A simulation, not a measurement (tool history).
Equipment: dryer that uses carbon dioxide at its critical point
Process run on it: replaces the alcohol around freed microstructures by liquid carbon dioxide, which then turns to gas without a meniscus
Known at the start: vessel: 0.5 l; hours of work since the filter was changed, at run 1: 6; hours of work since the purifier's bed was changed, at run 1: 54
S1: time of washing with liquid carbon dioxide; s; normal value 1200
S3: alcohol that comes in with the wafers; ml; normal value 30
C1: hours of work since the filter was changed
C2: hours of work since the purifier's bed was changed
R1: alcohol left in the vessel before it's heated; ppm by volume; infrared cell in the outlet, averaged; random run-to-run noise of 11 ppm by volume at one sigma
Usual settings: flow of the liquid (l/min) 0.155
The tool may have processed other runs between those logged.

{"run": 1, "hour": 0.0, "S1": 1200, "flow of the liquid (l/min)": 0.155, "S3": 30, "C1": 6, "C2": 54, "R1": 679}
{"run": 2, "hour": 15.4, "S1": 1200, "flow of the liquid (l/min)": 0.155, "S3": 30, "C1": 14, "C2": 62, "R1": 676}
{"run": 3, "hour": 22.2, "S1": 1200, "flow of the liquid (l/min)": 0.155, "S3": 30, "C1": 17, "C2": 65, "R1": 685}
{"run": 4, "hour": 38.0, "S1": 1200, "flow of the liquid (l/min)": 0.155, "S3": 30, "C1": 24, "C2": 72, "R1": 682}
{"run": 5, "hour": 46.9, "S1": 1200, "flow of the liquid (l/min)": 0.135, "S3": 30, "C1": 29, "C2": 77, "R1": 1238}
{"run": 6, "hour": 61.6, "S1": 1200, "flow of the liquid (l/min)": 0.135, "S3": 30, "C1": 36, "C2": 84, "R1": 1235}
{"run": 7, "hour": 76.2, "S1": 1200, "flow of the liquid (l/min)": 0.135, "S3": 30, "C1": 43, "C2": 91, "R1": 1239}
{"run": 8, "hour": 84.3, "S1": 1200, "flow of the liquid (l/min)": 0.135, "S3": 30, "C1": 47, "C2": 94, "R1": 1290}
{"run": 9, "hour": 91.6, "S1": 1200, "flow of the liquid (l/min)": 0.155, "S3": 30, "C1": 50, "C2": 98, "R1": 736}
{"run": 10, "hour": 104.0, "S1": 1200, "flow of the liquid (l/min)": 0.155, "S3": 30, "C1": 56, "C2": 104, "R1": 748}
{"run": 11, "hour": 116.6, "S1": 1200, "flow of the liquid (l/min)": 0.155, "S3": 30, "C1": 62, "C2": 110, "R1": 759}
{"run": 12, "hour": 124.9, "S1": 1200, "flow of the liquid (l/min)": 0.155, "S3": 39, "C1": 66, "C2": 114, "R1": 996}
{"run": 13, "hour": 131.9, "S1": 1200, "flow of the liquid (l/min)": 0.155, "S3": 39, "C1": 69, "C2": 117, "R1": 998}
{"run": 14, "hour": 145.3, "S1": 1200, "flow of the liquid (l/min)": 0.155, "S3": 43, "C1": 76, "C2": 124, "R1": 1097}
{"run": 15, "hour": 155.3, "S1": 1200, "flow of the liquid (l/min)": 0.155, "S3": 43, "C1": 80, "C2": 128, "R1": 1094}
{"run": 16, "hour": 163.5, "S1": 1200, "flow of the liquid (l/min)": 0.155, "S3": 43, "C1": 84, "C2": 132, "R1": 1128}
{"run": 17, "hour": 176.2, "S1": 1200, "flow of the liquid (l/min)": 0.155, "S3": 30, "C1": 90, "C2": 138, "R1": 818}
{"run": 18, "hour": 191.6, "S1": 1200, "flow of the liquid (l/min)": 0.155, "S3": 30, "C1": 98, "C2": 146, "R1": 828}
{"run": 19, "hour": 206.2, "S1": 1200, "flow of the liquid (l/min)": 0.242, "S3": 30, "C1": 105, "C2": 153, "R1": 111}
{"run": 20, "hour": 215.8, "S1": 1200, "flow of the liquid (l/min)": 0.155, "S3": 30, "C1": 109, "C2": 157, "R1": 837}
{"run": 21, "hour": 228.7, "S1": 1200, "flow of the liquid (l/min)": 0.231, "S3": 30, "C1": 116, "C2": 163, "R1": 128}
{"run": 22, "hour": 245.0, "S1": 1200, "flow of the liquid (l/min)": 0.231, "S3": 30, "C1": 123, "C2": 171, "R1": 150}
{"run": 23, "hour": 257.7, "S1": 1200, "flow of the liquid (l/min)": 0.231, "S3": 30, "C1": 129, "C2": 177, "R1": 151}
{"run": 24, "hour": 272.7, "S1": 1200, "flow of the liquid (l/min)": 0.231, "S3": 30, "C1": 137, "C2": 185, "R1": 157}
{"run": 25, "hour": 283.1, "S1": 720, "flow of the liquid (l/min)": 0.231, "S3": 65, "C1": 141, "C2": 189, "R1": 2919}
{"run": 26, "hour": 295.6, "S1": 1800, "flow of the liquid (l/min)": 0.105, "S3": 108, "C1": 147, "C2": 195, "R1": 2939}
{"run": 27, "hour": 309.6, "S1": 1800, "flow of the liquid (l/min)": 0.105, "S3": 108, "C1": 154, "C2": 202, "R1": 3031}
{"run": 28, "hour": 320.6, "S1": 1200, "flow of the liquid (l/min)": 0.155, "S3": 30, "C1": 159, "C2": 207, "R1": 925}
{"run": 29, "hour": 328.2, "S1": 1200, "flow of the liquid (l/min)": 0.155, "S3": 30, "C1": 163, "C2": 211, "R1": 934}
{"run": 30, "hour": 337.9, "S1": 1200, "flow of the liquid (l/min)": 0.155, "S3": 30, "C1": 168, "C2": 216, "R1": 964}
{"run": 31, "hour": 346.9, "S1": 1740, "flow of the liquid (l/min)": 0.159, "S3": 42, "C1": 172, "C2": 220, "R1": 221}
{"run": 32, "hour": 361.0, "S1": 1080, "flow of the liquid (l/min)": 0.155, "S3": 30, "C1": 179, "C2": 227, "R1": 1403}
{"run": 33, "hour": 370.4, "S1": 840, "flow of the liquid (l/min)": 0.135, "S3": 30, "C1": 183, "C2": 231, "R1": 4734}
{"run": 34, "hour": 381.2, "S1": 840, "flow of the liquid (l/min)": 0.155, "S3": 30, "C1": 188, "C2": 236, "R1": 3301}
{"run": 35, "hour": 388.7, "S1": 840, "flow of the liquid (l/min)": 0.155, "S3": 30, "C1": 192, "C2": 240, "R1": 3383}
{"run": 36, "hour": 395.8, "S1": 1200, "flow of the liquid (l/min)": 0.201, "S3": 58, "C1": 195, "C2": 243, "R1": 577}
{"run": 37, "hour": 402.9, "S1": 840, "flow of the liquid (l/min)": 0.13, "S3": 32, "C1": 199, "C2": 247, "R1": 5591}
{"run": 38, "hour": 413.7, "S1": 840, "flow of the liquid (l/min)": 0.13, "S3": 32, "C1": 204, "C2": 252, "R1": 5659}
{"run": 39, "hour": 421.5, "S1": 1800, "flow of the liquid (l/min)": 0.258, "S3": 92, "C1": 208, "C2": 256, "R1": 65}
{"run": 40, "hour": 432.5, "S1": 1140, "flow of the liquid (l/min)": 0.155, "S3": 24, "C1": 213, "C2": 261, "R1": 1035}
{"hour": 444.2, "done": "inlet filter changed"}
{"run": 41, "hour": 445.3, "S1": 1380, "flow of the liquid (l/min)": 0.12, "S3": 54, "C1": 0, "C2": 266, "R1": 2049}
{"run": 42, "hour": 460.8, "S1": 1920, "flow of the liquid (l/min)": 0.12, "S3": 54, "C1": 8, "C2": 274, "R1": 464}
{"run": 43, "hour": 475.2, "S1": 1440, "flow of the liquid (l/min)": 0.172, "S3": 30, "C1": 15, "C2": 281, "R1": 213}
{"run": 44, "hour": 481.9, "S1": 1200, "flow of the liquid (l/min)": 0.124, "S3": 68, "C1": 18, "C2": 284, "R1": 3772}
{"run": 45, "hour": 493.4, "S1": 1200, "flow of the liquid (l/min)": 0.124, "S3": 68, "C1": 23, "C2": 289, "R1": 3834}
{"run": 46, "hour": 508.4, "S1": 1200, "flow of the liquid (l/min)": 0.155, "S3": 37, "C1": 31, "C2": 297, "R1": 893}
{"run": 47, "hour": 518.2, "S1": 1200, "flow of the liquid (l/min)": 0.155, "S3": 37, "C1": 35, "C2": 301, "R1": 896}

4 ways to go on from here, each from the tool as it stands after run 47. What would each give?
{"run": "A", "hour": 528.8, "S1": 1200, "flow of the liquid (l/min)": 0.224, "S3": 64, "C1": 40, "C2": 306, "R1": "?"}
{"run": "B", "hour": 528.8, "S1": 780, "flow of the liquid (l/min)": 0.195, "S3": 37, "C1": 40, "C2": 306, "R1": "?"}
{"run": "C", "hour": 528.8, "S1": 1320, "flow of the liquid (l/min)": 0.155, "S3": 29, "C1": 40, "C2": 306, "R1": "?"}
{"run": "D", "hour": 528.8, "S1": 1200, "flow of the liquid (l/min)": 0.255, "S3": 22, "C1": 40, "C2": 306, "R1": "?"}

run=A R1=286
run=B R1=1967
run=C R1=511
run=D R1=96
Take away the tool's hidden state, keep each run's random variation, and the runs would have read:
run=A R1=184
run=B R1=1732
run=C R1=389
run=D R1=21
